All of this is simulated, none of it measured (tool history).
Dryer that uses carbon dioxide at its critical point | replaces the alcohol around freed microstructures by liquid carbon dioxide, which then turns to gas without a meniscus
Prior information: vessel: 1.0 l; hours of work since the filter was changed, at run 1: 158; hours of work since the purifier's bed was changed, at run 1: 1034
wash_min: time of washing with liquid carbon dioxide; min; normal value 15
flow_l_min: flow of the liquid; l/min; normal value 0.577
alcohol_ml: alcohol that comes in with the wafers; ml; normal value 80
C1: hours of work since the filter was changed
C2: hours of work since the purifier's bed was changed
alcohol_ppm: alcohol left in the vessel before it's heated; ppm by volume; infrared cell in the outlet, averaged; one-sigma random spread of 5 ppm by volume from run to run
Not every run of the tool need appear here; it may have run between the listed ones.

{"run": 1, "day": 0.0, "wash_min": 15, "flow_l_min": 0.577, "alcohol_ml": 80, "C1": 158, "C2": 1034, "alcohol_ppm": 143}
{"run": 2, "day": 1.658, "wash_min": 15, "flow_l_min": 0.577, "alcohol_ml": 80, "C1": 176, "C2": 1052, "alcohol_ppm": 136}
{"day": 3.846, "done": "purifier's bed changed"}
{"run": 3, "day": 3.846, "wash_min": 10, "flow_l_min": 0.577, "alcohol_ml": 80, "C1": 198, "C2": 0, "alcohol_ppm": 459}
{"run": 4, "day": 6.679, "wash_min": 10, "flow_l_min": 0.577, "alcohol_ml": 80, "C1": 229, "C2": 30, "alcohol_ppm": 474}
{"run": 5, "day": 7.929, "wash_min": 10, "flow_l_min": 0.577, "alcohol_ml": 80, "C1": 242, "C2": 44, "alcohol_ppm": 488}
{"run": 6, "day": 9.338, "wash_min": 15, "flow_l_min": 0.577, "alcohol_ml": 80, "C1": 257, "C2": 59, "alcohol_ppm": 41}
{"run": 7, "day": 11.962, "wash_min": 15, "flow_l_min": 0.577, "alcohol_ml": 37, "C1": 285, "C2": 87, "alcohol_ppm": 33}
{"run": 8, "day": 14.379, "wash_min": 15, "flow_l_min": 0.577, "alcohol_ml": 37, "C1": 311, "C2": 113, "alcohol_ppm": 38}
{"run": 9, "day": 17.05, "wash_min": 15, "flow_l_min": 0.577, "alcohol_ml": 37, "C1": 340, "C2": 142, "alcohol_ppm": 43}
{"run": 10, "day": 19.075, "wash_min": 20, "flow_l_min": 0.577, "alcohol_ml": 37, "C1": 362, "C2": 164, "alcohol_ppm": 32}
{"run": 11, "day": 20.408, "wash_min": 20, "flow_l_min": 0.577, "alcohol_ml": 37, "C1": 376, "C2": 178, "alcohol_ppm": 31}
{"run": 12, "day": 22.1, "wash_min": 13, "flow_l_min": 0.577, "alcohol_ml": 80, "C1": 395, "C2": 196, "alcohol_ppm": 171}
{"run": 13, "day": 23.9, "wash_min": 13, "flow_l_min": 0.577, "alcohol_ml": 49, "C1": 414, "C2": 216, "alcohol_ppm": 117}
{"run": 14, "day": 25.533, "wash_min": 13, "flow_l_min": 0.577, "alcohol_ml": 49, "C1": 431, "C2": 233, "alcohol_ppm": 126}
{"run": 15, "day": 26.896, "wash_min": 13, "flow_l_min": 0.577, "alcohol_ml": 49, "C1": 446, "C2": 248, "alcohol_ppm": 119}
{"run": 16, "day": 28.729, "wash_min": 13, "flow_l_min": 0.577, "alcohol_ml": 49, "C1": 466, "C2": 268, "alcohol_ppm": 132}
{"day": 29.25, "done": "inlet filter changed"}
{"run": 17, "day": 31.071, "wash_min": 13, "flow_l_min": 0.577, "alcohol_ml": 49, "C1": 20, "C2": 292, "alcohol_ppm": 70}
{"run": 18, "day": 33.842, "wash_min": 13, "flow_l_min": 0.577, "alcohol_ml": 49, "C1": 49, "C2": 322, "alcohol_ppm": 83}
{"run": 19, "day": 36.175, "wash_min": 13, "flow_l_min": 0.577, "alcohol_ml": 108, "C1": 74, "C2": 347, "alcohol_ppm": 141}
{"run": 20, "day": 37.75, "wash_min": 15, "flow_l_min": 0.577, "alcohol_ml": 32, "C1": 91, "C2": 364, "alcohol_ppm": 49}
{"run": 21, "day": 39.783, "wash_min": 15, "flow_l_min": 0.577, "alcohol_ml": 32, "C1": 113, "C2": 386, "alcohol_ppm": 59}
{"run": 22, "day": 41.583, "wash_min": 15, "flow_l_min": 0.459, "alcohol_ml": 80, "C1": 133, "C2": 406, "alcohol_ppm": 201}
{"run": 23, "day": 44.392, "wash_min": 15, "flow_l_min": 0.459, "alcohol_ml": 24, "C1": 163, "C2": 436, "alcohol_ppm": 107}
{"run": 24, "day": 46.908, "wash_min": 9, "flow_l_min": 0.846, "alcohol_ml": 108, "C1": 190, "C2": 463, "alcohol_ppm": 154}
{"run": 25, "day": 49.1, "wash_min": 10, "flow_l_min": 0.437, "alcohol_ml": 44, "C1": 214, "C2": 486, "alcohol_ppm": 1017}
{"run": 26, "day": 51.633, "wash_min": 10, "flow_l_min": 0.437, "alcohol_ml": 44, "C1": 241, "C2": 514, "alcohol_ppm": 1058}
{"run": 27, "day": 54.446, "wash_min": 15, "flow_l_min": 0.702, "alcohol_ml": 23, "C1": 271, "C2": 544, "alcohol_ppm": 63}
{"run": 28, "day": 56.788, "wash_min": 15, "flow_l_min": 0.702, "alcohol_ml": 23, "C1": 296, "C2": 569, "alcohol_ppm": 65}
{"run": 29, "day": 58.217, "wash_min": 9, "flow_l_min": 0.577, "alcohol_ml": 30, "C1": 312, "C2": 584, "alcohol_ppm": 387}
{"run": 30, "day": 60.421, "wash_min": 9, "flow_l_min": 0.577, "alcohol_ml": 30, "C1": 335, "C2": 608, "alcohol_ppm": 412}
{"run": 31, "day": 61.796, "wash_min": 10, "flow_l_min": 0.662, "alcohol_ml": 80, "C1": 350, "C2": 623, "alcohol_ppm": 329}
{"run": 32, "day": 63.217, "wash_min": 10, "flow_l_min": 0.659, "alcohol_ml": 75, "C1": 365, "C2": 638, "alcohol_ppm": 333}
{"run": 33, "day": 66.058, "wash_min": 10, "flow_l_min": 0.392, "alcohol_ml": 42, "C1": 396, "C2": 669, "alcohol_ppm": 1723}
{"run": 34, "day": 67.833, "wash_min": 15, "flow_l_min": 0.392, "alcohol_ml": 24, "C1": 415, "C2": 688, "alcohol_ppm": 266}
{"run": 35, "day": 69.712, "wash_min": 22, "flow_l_min": 0.469, "alcohol_ml": 21, "C1": 435, "C2": 708, "alcohol_ppm": 85}
{"run": 36, "day": 71.662, "wash_min": 18, "flow_l_min": 0.755, "alcohol_ml": 44, "C1": 456, "C2": 729, "alcohol_ppm": 89}
{"day": 72.979, "done": "inlet filter changed"}
{"run": 37, "day": 73.921, "wash_min": 19, "flow_l_min": 0.755, "alcohol_ml": 44, "C1": 10, "C2": 753, "alcohol_ppm": 90}
{"run": 38, "day": 76.279, "wash_min": 10, "flow_l_min": 0.389, "alcohol_ml": 111, "C1": 35, "C2": 778, "alcohol_ppm": 3131}
{"run": 39, "day": 79.179, "wash_min": 19, "flow_l_min": 0.577, "alcohol_ml": 40, "C1": 67, "C2": 810, "alcohol_ppm": 93}
{"run": 40, "day": 80.988, "wash_min": 9, "flow_l_min": 0.577, "alcohol_ml": 33, "C1": 86, "C2": 829, "alcohol_ppm": 352}
{"run": 41, "day": 82.546, "wash_min": 15, "flow_l_min": 0.894, "alcohol_ml": 80, "C1": 103, "C2": 846, "alcohol_ppm": 88}
{"run": 42, "day": 85.221, "wash_min": 20, "flow_l_min": 0.894, "alcohol_ml": 30, "C1": 132, "C2": 875, "alcohol_ppm": 92}
{"run": 43, "day": 86.425, "wash_min": 20, "flow_l_min": 0.894, "alcohol_ml": 30, "C1": 145, "C2": 887, "alcohol_ppm": 96}
{"run": 44, "day": 89.279, "wash_min": 20, "flow_l_min": 0.894, "alcohol_ml": 30, "C1": 175, "C2": 918, "alcohol_ppm": 104}

Hidden condition of the tool, last listed run before each entry between runs versus first listed run after:
Runs 2 to 3: purifier's bed changed (day 3.846)
  flow that reaches the vessel past the clogged filter, %: 94.1 -> 93.4; alcohol in the recycled carbon dioxide, ppm: 113.1 -> 5.1
  difference, measured minus the result without the unlogged condition, alcohol_ppm: +119 -> +136 ppm by volume
Runs 16 to 17: inlet filter changed (day 29.250)
  flow that reaches the vessel past the clogged filter, %: 85.4 -> 99.2; alcohol in the recycled carbon dioxide, ppm: 33 -> 35.6
  difference, measured minus the result without the unlogged condition, alcohol_ppm: +94 -> +33 ppm by volume
Runs 36 to 37: inlet filter changed (day 72.979)
  flow that reaches the vessel past the clogged filter, %: 86 -> 99.3; alcohol in the recycled carbon dioxide, ppm: 81.3 -> 83.6
  difference, measured minus the result without the unlogged condition, alcohol_ppm: +78 -> +79 ppm by volume
